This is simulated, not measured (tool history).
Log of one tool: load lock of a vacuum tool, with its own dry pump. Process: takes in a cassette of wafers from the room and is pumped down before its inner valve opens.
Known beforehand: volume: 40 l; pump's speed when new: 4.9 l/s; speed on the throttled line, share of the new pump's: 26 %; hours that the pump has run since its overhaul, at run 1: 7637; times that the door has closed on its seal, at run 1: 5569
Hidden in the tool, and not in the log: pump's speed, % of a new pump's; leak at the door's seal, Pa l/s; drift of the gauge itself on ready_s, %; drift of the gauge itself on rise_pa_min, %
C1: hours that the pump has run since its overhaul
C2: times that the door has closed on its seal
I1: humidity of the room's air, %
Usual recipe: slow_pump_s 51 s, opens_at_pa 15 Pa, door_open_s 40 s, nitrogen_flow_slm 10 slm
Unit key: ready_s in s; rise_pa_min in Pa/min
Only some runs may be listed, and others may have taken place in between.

run 1 hour=0 | slow_pump_s=51 opens_at_pa=15 door_open_s=40 nitrogen_flow_slm=10 | C1=7637 C2=5569 | I1=44.3 | ready_s=112.6 rise_pa_min=0.076
run 2 hour=222.7 | slow_pump_s=51 opens_at_pa=27 door_open_s=40 nitrogen_flow_slm=10 | C1=7860 C2=5979 | I1=45.7 | ready_s=106.8 rise_pa_min=0.079
run 3 hour=386.5 | slow_pump_s=51 opens_at_pa=27 door_open_s=40 nitrogen_flow_slm=10 | C1=8023 C2=6280 | I1=46.3 | ready_s=106.9 rise_pa_min=0.078
run 4 hour=530 | slow_pump_s=51 opens_at_pa=27 door_open_s=40 nitrogen_flow_slm=10 | C1=8167 C2=6545 | I1=48 | ready_s=107.3 rise_pa_min=0.078
run 5 hour=699.4 | slow_pump_s=51 opens_at_pa=27 door_open_s=40 nitrogen_flow_slm=10 | C1=8336 C2=6857 | I1=46.1 | ready_s=107.5 rise_pa_min=0.087
run 6 hour=833.3 | slow_pump_s=51 opens_at_pa=27 door_open_s=40 nitrogen_flow_slm=10 | C1=8470 C2=7103 | I1=46.7 | ready_s=107.5 rise_pa_min=0.09
run 7 hour=1068.8 | slow_pump_s=51 opens_at_pa=15 door_open_s=40 nitrogen_flow_slm=10 | C1=8706 C2=7537 | I1=47 | ready_s=112.1 rise_pa_min=0.088
run 8 hour=1285.8 | slow_pump_s=51 opens_at_pa=15 door_open_s=40 nitrogen_flow_slm=10 | C1=8923 C2=7937 | I1=46.5 | ready_s=112.6 rise_pa_min=0.093
run 9 hour=1518.1 | slow_pump_s=51 opens_at_pa=15 door_open_s=40 nitrogen_flow_slm=10 | C1=9155 C2=8364 | I1=46 | ready_s=112.8 rise_pa_min=0.095
run 10 hour=1650.7 | slow_pump_s=54 opens_at_pa=15 door_open_s=40 nitrogen_flow_slm=10 | C1=9288 C2=8609 | I1=46.3 | ready_s=114.7 rise_pa_min=0.099
run 11 hour=1748.7 | slow_pump_s=51 opens_at_pa=11 door_open_s=40 nitrogen_flow_slm=10 | C1=9386 C2=8789 | I1=44.2 | ready_s=115.7 rise_pa_min=0.103
run 12 hour=1849 | slow_pump_s=51 opens_at_pa=11 door_open_s=40 nitrogen_flow_slm=5 | C1=9486 C2=8974 | I1=48.5 | ready_s=115.3 rise_pa_min=0.11
run 13 hour=1964.2 | slow_pump_s=51 opens_at_pa=11 door_open_s=40 nitrogen_flow_slm=5 | C1=9601 C2=9186 | I1=42.2 | ready_s=114.9 rise_pa_min=0.109
run 14 hour=2143.1 | slow_pump_s=51 opens_at_pa=15 door_open_s=40 nitrogen_flow_slm=10 | C1=9780 C2=9515 | I1=44.6 | ready_s=112.7 rise_pa_min=0.106
run 15 hour=2306.8 | slow_pump_s=51 opens_at_pa=15 door_open_s=40 nitrogen_flow_slm=41 | C1=9944 C2=9817 | I1=44.3 | ready_s=112.8 rise_pa_min=0.104
run 16 hour=2437.4 | slow_pump_s=51 opens_at_pa=15 door_open_s=40 nitrogen_flow_slm=41 | C1=10074 C2=10057 | I1=45.7 | ready_s=112.8 rise_pa_min=0.099
run 17 hour=2558 | slow_pump_s=36 opens_at_pa=15 door_open_s=40 nitrogen_flow_slm=41 | C1=10195 C2=10279 | I1=45.7 | ready_s=102 rise_pa_min=0.105
run 18 hour=2692.3 | slow_pump_s=36 opens_at_pa=15 door_open_s=40 nitrogen_flow_slm=41 | C1=10329 C2=10527 | I1=46.5 | ready_s=101.7 rise_pa_min=0.108
run 19 hour=2802.3 | slow_pump_s=36 opens_at_pa=15 door_open_s=40 nitrogen_flow_slm=41 | C1=10439 C2=10729 | I1=43.2 | ready_s=102.3 rise_pa_min=0.105
run 20 hour=2935.6 | slow_pump_s=51 opens_at_pa=15 door_open_s=150 nitrogen_flow_slm=22 | C1=10572 C2=10975 | I1=40.1 | ready_s=112.9 rise_pa_min=0.124
run 21 hour=3034.4 | slow_pump_s=92 opens_at_pa=15 door_open_s=60 nitrogen_flow_slm=10 | C1=10671 C2=11157 | I1=44.4 | ready_s=142.6 rise_pa_min=0.131
run 22 hour=3273.5 | slow_pump_s=92 opens_at_pa=15 door_open_s=60 nitrogen_flow_slm=10 | C1=10910 C2=11597 | I1=44.9 | ready_s=142.4 rise_pa_min=0.141
run 23 hour=3441.9 | slow_pump_s=96 opens_at_pa=15 door_open_s=53 nitrogen_flow_slm=41 | C1=11079 C2=11907 | I1=44.9 | ready_s=145.3 rise_pa_min=0.126
run 24 hour=3627.8 | slow_pump_s=51 opens_at_pa=15 door_open_s=235 nitrogen_flow_slm=10 | C1=11265 C2=12249 | I1=48.1 | ready_s=113.3 rise_pa_min=0.169
run 25 hour=3751.1 | slow_pump_s=51 opens_at_pa=27 door_open_s=40 nitrogen_flow_slm=10 | C1=11388 C2=12476 | I1=47.3 | ready_s=107.6 rise_pa_min=0.152
run 26 hour=3970.7 | slow_pump_s=51 opens_at_pa=27 door_open_s=40 nitrogen_flow_slm=10 | C1=11608 C2=12881 | I1=46.5 | ready_s=108.3 rise_pa_min=0.149
run 27 hour=4152.6 | slow_pump_s=51 opens_at_pa=27 door_open_s=40 nitrogen_flow_slm=10 | C1=11790 C2=13216 | I1=43.4 | ready_s=108 rise_pa_min=0.151
run 28 hour=4300.5 | slow_pump_s=51 opens_at_pa=27 door_open_s=175 nitrogen_flow_slm=10 | C1=11937 C2=13488 | I1=43.2 | ready_s=108.3 rise_pa_min=0.174
run 29 hour=4420.4 | slow_pump_s=51 opens_at_pa=27 door_open_s=175 nitrogen_flow_slm=10 | C1=12057 C2=13709 | I1=42.9 | ready_s=108.4 rise_pa_min=0.182
run 30 hour=4574.7 | slow_pump_s=65 opens_at_pa=15 door_open_s=40 nitrogen_flow_slm=10 | C1=12212 C2=13993 | I1=47.3 | ready_s=123.7 rise_pa_min=0.164
run 31 hour=4702.3 | slow_pump_s=65 opens_at_pa=15 door_open_s=40 nitrogen_flow_slm=10 | C1=12339 C2=14228 | I1=47.6 | ready_s=123.6 rise_pa_min=0.169
run 32 hour=4922.4 | slow_pump_s=65 opens_at_pa=15 door_open_s=40 nitrogen_flow_slm=10 | C1=12559 C2=14633 | I1=46.4 | ready_s=123.7 rise_pa_min=0.172

What if the next run were any one of these 5? Each begins from the tool's condition after run 32:
run A hour=5139.1 | slow_pump_s=98 opens_at_pa=16 door_open_s=40 nitrogen_flow_slm=10 | C1=12776 C2=15033 | I1=43.3 | ready_s=? rise_pa_min=?
run B hour=5139.1 | slow_pump_s=32 opens_at_pa=12 door_open_s=40 nitrogen_flow_slm=4 | C1=12776 C2=15033 | I1=45.5 | ready_s=? rise_pa_min=?
run C hour=5139.1 | slow_pump_s=51 opens_at_pa=29 door_open_s=146 nitrogen_flow_slm=10 | C1=12776 C2=15033 | I1=44.7 | ready_s=? rise_pa_min=?
run D hour=5139.1 | slow_pump_s=65 opens_at_pa=12 door_open_s=40 nitrogen_flow_slm=7 | C1=12776 C2=15033 | I1=44.6 | ready_s=? rise_pa_min=?
run E hour=5139.1 | slow_pump_s=38 opens_at_pa=15 door_open_s=40 nitrogen_flow_slm=24 | C1=12776 C2=15033 | I1=43.5 | ready_s=? rise_pa_min=?

run=A ready_s=147.1 rise_pa_min=0.175
run=B ready_s=102 rise_pa_min=0.181
run=C ready_s=108.3 rise_pa_min=0.198
run=D ready_s=125.6 rise_pa_min=0.181
run=E ready_s=104.7 rise_pa_min=0.171
Take away the tool's hidden state, keep each run's random variation, and the runs would have read:
run=A ready_s=144.2 rise_pa_min=0.038
run=B ready_s=97.9 rise_pa_min=0.041
run=C ready_s=105 rise_pa_min=0.059
run=D ready_s=122.1 rise_pa_min=0.042
run=E ready_s=100.9 rise_pa_min=0.031

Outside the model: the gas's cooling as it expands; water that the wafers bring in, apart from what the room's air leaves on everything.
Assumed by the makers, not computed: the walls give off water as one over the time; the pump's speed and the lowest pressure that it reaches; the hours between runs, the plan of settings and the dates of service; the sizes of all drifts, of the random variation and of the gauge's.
